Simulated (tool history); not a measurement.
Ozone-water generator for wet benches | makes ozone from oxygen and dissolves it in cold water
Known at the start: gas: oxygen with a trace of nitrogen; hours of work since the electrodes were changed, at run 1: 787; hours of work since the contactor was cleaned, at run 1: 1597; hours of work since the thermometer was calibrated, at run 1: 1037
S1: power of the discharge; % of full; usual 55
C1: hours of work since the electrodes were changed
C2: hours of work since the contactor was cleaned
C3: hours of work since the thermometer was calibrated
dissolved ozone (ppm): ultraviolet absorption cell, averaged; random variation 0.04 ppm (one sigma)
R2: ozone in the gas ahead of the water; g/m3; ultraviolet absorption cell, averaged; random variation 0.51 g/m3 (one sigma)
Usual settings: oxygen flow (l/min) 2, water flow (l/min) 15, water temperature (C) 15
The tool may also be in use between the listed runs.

run 1 day=0 | S1=55 oxygen_flow_(l/min)=2 water_flow_(l/min)=15 water_temperature_(C)=15 | C1=787 C2=1597 C3=1037 | dissolved_ozone_(ppm)=7.63 R2=118.3
run 2 day=1.329 | S1=55 oxygen_flow_(l/min)=2 water_flow_(l/min)=15 water_temperature_(C)=15 | C1=813 C2=1623 C3=1063 | dissolved_ozone_(ppm)=7.56 R2=118
run 3 day=2.412 | S1=50 oxygen_flow_(l/min)=2 water_flow_(l/min)=15 water_temperature_(C)=15 | C1=834 C2=1645 C3=1085 | dissolved_ozone_(ppm)=7 R2=109.9
run 4 day=3.112 | S1=55 oxygen_flow_(l/min)=2 water_flow_(l/min)=22 water_temperature_(C)=15 | C1=848 C2=1659 C3=1099 | dissolved_ozone_(ppm)=4.82 R2=117.9
run 5 day=3.808 | S1=55 oxygen_flow_(l/min)=2 water_flow_(l/min)=15 water_temperature_(C)=15 | C1=862 C2=1672 C3=1112 | dissolved_ozone_(ppm)=7.51 R2=118.6
run 6 day=4.492 | S1=55 oxygen_flow_(l/min)=2 water_flow_(l/min)=15 water_temperature_(C)=15 | C1=875 C2=1686 C3=1126 | dissolved_ozone_(ppm)=7.53 R2=118.3
run 7 day=5.983 | S1=55 oxygen_flow_(l/min)=2 water_flow_(l/min)=15 water_temperature_(C)=15 | C1=905 C2=1715 C3=1155 | dissolved_ozone_(ppm)=7.5 R2=118.8
run 8 day=7.525 | S1=55 oxygen_flow_(l/min)=2 water_flow_(l/min)=15 water_temperature_(C)=15 | C1=935 C2=1746 C3=1186 | dissolved_ozone_(ppm)=7.59 R2=118.9
run 9 day=9 | S1=55 oxygen_flow_(l/min)=2 water_flow_(l/min)=15 water_temperature_(C)=15 | C1=964 C2=1775 C3=1215 | dissolved_ozone_(ppm)=7.64 R2=119.2
run 10 day=9.667 | S1=78 oxygen_flow_(l/min)=3 water_flow_(l/min)=18 water_temperature_(C)=8 | C1=978 C2=1788 C3=1228 | dissolved_ozone_(ppm)=9.54 R2=129.9
run 11 day=10.446 | S1=55 oxygen_flow_(l/min)=3.32 water_flow_(l/min)=13 water_temperature_(C)=15 | C1=993 C2=1803 C3=1243 | dissolved_ozone_(ppm)=9.72 R2=94.5
run 12 day=12.004 | S1=55 oxygen_flow_(l/min)=1.46 water_flow_(l/min)=13 water_temperature_(C)=15 | C1=1024 C2=1834 C3=1274 | dissolved_ozone_(ppm)=8.13 R2=137.2
run 13 day=13.354 | S1=69 oxygen_flow_(l/min)=3.2 water_flow_(l/min)=15 water_temperature_(C)=15 | C1=1051 C2=1861 C3=1301 | dissolved_ozone_(ppm)=9.97 R2=115.9
run 14 day=14.096 | S1=69 oxygen_flow_(l/min)=3.2 water_flow_(l/min)=15 water_temperature_(C)=15 | C1=1065 C2=1876 C3=1316 | dissolved_ozone_(ppm)=9.96 R2=115.4
run 15 day=14.988 | S1=69 oxygen_flow_(l/min)=3.2 water_flow_(l/min)=15 water_temperature_(C)=15 | C1=1083 C2=1893 C3=1333 | dissolved_ozone_(ppm)=10.01 R2=116.2
run 16 day=16.504 | S1=76 oxygen_flow_(l/min)=1.26 water_flow_(l/min)=15 water_temperature_(C)=12 | C1=1113 C2=1923 C3=1363 | dissolved_ozone_(ppm)=8.57 R2=190.3
run 17 day=17.612 | S1=53 oxygen_flow_(l/min)=1.26 water_flow_(l/min)=23 water_temperature_(C)=12 | C1=1135 C2=1945 C3=1385 | dissolved_ozone_(ppm)=3.68 R2=142.7
run 18 day=19.062 | S1=53 oxygen_flow_(l/min)=1.26 water_flow_(l/min)=23 water_temperature_(C)=12 | C1=1163 C2=1974 C3=1414 | dissolved_ozone_(ppm)=3.81 R2=144.5

3 ways to go on from here, each from the tool as it stands after run 18. What would each give?
run A day=19.896 | S1=55 oxygen_flow_(l/min)=2 water_flow_(l/min)=10 water_temperature_(C)=15 | C1=1180 C2=1990 C3=1430 | dissolved_ozone_(ppm)=? R2=?
run B day=19.896 | S1=55 oxygen_flow_(l/min)=2 water_flow_(l/min)=14 water_temperature_(C)=8 | C1=1180 C2=1990 C3=1430 | dissolved_ozone_(ppm)=? R2=?
run C day=19.896 | S1=55 oxygen_flow_(l/min)=1.73 water_flow_(l/min)=15 water_temperature_(C)=15 | C1=1180 C2=1990 C3=1430 | dissolved_ozone_(ppm)=? R2=?

run=A dissolved_ozone_(ppm)=11.49 R2=121
run=B dissolved_ozone_(ppm)=8.74 R2=119.6
run=C dissolved_ozone_(ppm)=7.32 R2=128.9
Without the tool's hidden state the same runs would have given:
run=A dissolved_ozone_(ppm)=11.5 R2=118.4
run=B dissolved_ozone_(ppm)=8.75 R2=117.1
run=C dissolved_ozone_(ppm)=7.32 R2=126.2
